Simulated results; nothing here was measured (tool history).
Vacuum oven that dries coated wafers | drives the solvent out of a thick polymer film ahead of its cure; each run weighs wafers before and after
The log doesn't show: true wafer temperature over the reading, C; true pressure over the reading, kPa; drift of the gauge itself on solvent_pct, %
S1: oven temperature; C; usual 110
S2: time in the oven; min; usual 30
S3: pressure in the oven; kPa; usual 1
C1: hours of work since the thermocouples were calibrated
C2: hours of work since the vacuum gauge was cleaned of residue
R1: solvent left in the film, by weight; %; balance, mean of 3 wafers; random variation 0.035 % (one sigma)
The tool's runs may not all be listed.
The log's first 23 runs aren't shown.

Run 24, hour 843.5: usual settings; C1 182; C2 473. Result: R1 2.92 %.
Run 25, hour 892.5: usual settings but S1 98 C, S2 21 min, S3 1.29 kPa; C1 202; C2 493. Result: R1 6.44 %.
Run 26, hour 937.2: usual settings but S1 98 C, S2 32 min, S3 0.69 kPa; C1 220; C2 511. Result: R1 4.68 %.
Run 27, hour 986.4: usual settings but S1 98 C, S2 32 min, S3 2.91 kPa; C1 240; C2 531. Result: R1 5.41 %.
Run 28, hour 1036.2: usual settings but S1 102 C; C1 260; C2 551. Result: R1 4.36 %.
Run 29, hour 1080.6: usual settings but S1 99 C, S2 47 min, S3 1.29 kPa; C1 278; C2 569. Result: R1 3.34 %.
Run 30, hour 1104.3: usual settings but S2 34 min, S3 0.9 kPa; C1 288; C2 579. Result: R1 2.5 %.
Run 31, hour 1142.3: usual settings but S1 122 C, S2 16 min, S3 3.33 kPa; C1 303; C2 594. Result: R1 3.8 %.
Run 32, hour 1191.1: usual settings but S2 18 min, S3 1.12 kPa; C1 323; C2 614. Result: R1 4.93 %.
Run 33, hour 1227.4: usual settings but S2 18 min, S3 1.12 kPa; C1 337; C2 629. Result: R1 4.98 %.
Run 34, hour 1251.7: usual settings but S2 18 min, S3 1.12 kPa; C1 347; C2 638. Result: R1 4.99 %.
Run 35, hour 1284.3: usual settings but S1 111 C; C1 360; C2 652. Result: R1 2.8 %.
Run 36, hour 1313.2: usual settings but S1 103 C, S2 27 min; C1 372; C2 663. Result: R1 4.58 %.

The next listed run, before its measurement:
Run 37, hour 1333.8: usual settings but S1 107 C, S2 21 min; C1 380; C2 672. Result: R1 ?.

R1: 4.81 %
Without the tool's hidden state the same run would have given R1 4.81 %.

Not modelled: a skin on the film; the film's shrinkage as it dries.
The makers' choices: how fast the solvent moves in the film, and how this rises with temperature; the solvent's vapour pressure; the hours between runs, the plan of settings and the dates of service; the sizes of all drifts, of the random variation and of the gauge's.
